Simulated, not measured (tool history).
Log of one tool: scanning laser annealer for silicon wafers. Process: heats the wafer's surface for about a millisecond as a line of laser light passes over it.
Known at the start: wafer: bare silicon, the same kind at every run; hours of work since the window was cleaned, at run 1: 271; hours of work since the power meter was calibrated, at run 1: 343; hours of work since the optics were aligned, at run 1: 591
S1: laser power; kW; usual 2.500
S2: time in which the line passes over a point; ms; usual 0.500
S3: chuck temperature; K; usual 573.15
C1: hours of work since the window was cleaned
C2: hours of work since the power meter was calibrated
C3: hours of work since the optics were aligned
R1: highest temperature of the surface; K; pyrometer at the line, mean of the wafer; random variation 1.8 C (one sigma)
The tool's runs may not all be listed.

run	hour	S1	S2	S3	C1	C2	C3	R1
1	0.0	2.500	0.500	573.15	271	343	591	1300.15
2	25.0	2.500	0.500	573.15	284	356	604	1300.15
3	51.4	2.500	0.383	573.15	298	370	618	1198.15
4	76.4	2.500	0.383	573.15	311	383	632	1197.15
# hour 91.6: window over the wafer cleaned
5	91.6	2.500	0.500	584.15	0	391	639	1325.15
6	119.8	2.500	0.500	584.15	15	405	654	1325.15
7	149.3	2.500	0.500	584.15	31	421	669	1323.15
8	176.2	2.500	0.350	573.15	45	435	684	1179.15
9	190.1	2.640	0.500	573.15	52	443	691	1364.15
10	202.7	2.500	0.500	573.15	59	450	698	1313.15
11	224.4	2.500	0.500	573.15	70	461	709	1310.15
12	246.8	2.500	0.500	573.15	82	473	721	1307.15
13	258.7	2.500	0.500	607.15	89	479	727	1339.15
14	275.1	2.500	0.500	607.15	97	488	736	1341.15
15	302.9	2.500	0.522	573.15	112	503	751	1322.15
16	316.3	2.500	0.522	573.15	119	510	758	1323.15
17	331.3	2.680	0.500	573.15	127	518	766	1373.15
18	347.6	2.500	0.500	573.15	136	526	775	1305.15
19	376.1	2.500	0.500	573.15	151	542	790	1302.15
20	394.3	2.500	0.500	573.15	161	551	799	1302.15
21	423.0	2.179	0.506	590.15	176	567	815	1203.15
22	450.9	2.179	0.588	563.15	191	581	829	1226.15
23	473.3	2.275	0.588	600.15	203	593	841	1300.15
24	491.2	2.149	0.460	587.15	212	603	851	1158.15
25	517.2	2.472	0.500	573.15	226	617	865	1290.15
26	535.3	2.500	0.537	547.15	236	626	874	1298.15
27	550.5	2.500	0.537	547.15	244	634	882	1300.15
28	565.4	2.640	0.549	608.15	252	642	890	1425.15
29	590.9	2.715	0.439	573.15	265	656	904	1319.15
30	608.5	2.750	0.611	573.15	275	665	913	1485.15
31	624.2	2.500	0.490	567.15	283	673	921	1278.15
32	642.5	2.590	0.603	575.15	293	683	931	1408.15
33	660.8	2.590	0.603	575.15	302	693	941	1408.15
34	674.8	2.608	0.603	575.15	310	700	948	1415.15
35	691.1	2.179	0.570	537.15	318	709	957	1182.15
# hour 695.4: window over the wafer cleaned
36	716.1	2.179	0.433	554.15	11	721	969	1121.15
37	730.2	2.154	0.546	605.15	18	729	977	1240.15
38	746.1	2.421	0.564	601.15	27	737	985	1351.15
39	767.1	2.273	0.426	573.15	38	748	996	1167.15
40	796.6	2.273	0.426	573.15	54	764	1012	1165.15

Measured less the same run without the tool's hidden state. The same run-to-run variation is in both; the gauge's scatter may not be:
The hidden state here: light that passes the window, % of a clean one's; laser's true power over the reading, %; width of the line over the set one, %; drift of the gauge itself on peak_c, C.
run	R1
1	-25.00
2	-26.00
3	-24.00
4	-25.00
5	-10.00
6	-11.00
7	-13.00
8	-10.00
9	-15.00
10	-14.00
11	-15.00
12	-15.00
13	-17.00
14	-17.00
15	-18.00
16	-19.00
17	-21.00
18	-20.00
19	-21.00
20	-22.00
21	-19.00
22	-22.00
23	-23.00
24	-20.00
25	-26.00
26	-28.00
27	-28.00
28	-32.00
29	-31.00
30	-37.00
31	-30.00
32	-36.00
33	-37.00
34	-38.00
35	-30.00
36	-12.00
37	-13.00
38	-17.00
39	-14.00
40	-14.00

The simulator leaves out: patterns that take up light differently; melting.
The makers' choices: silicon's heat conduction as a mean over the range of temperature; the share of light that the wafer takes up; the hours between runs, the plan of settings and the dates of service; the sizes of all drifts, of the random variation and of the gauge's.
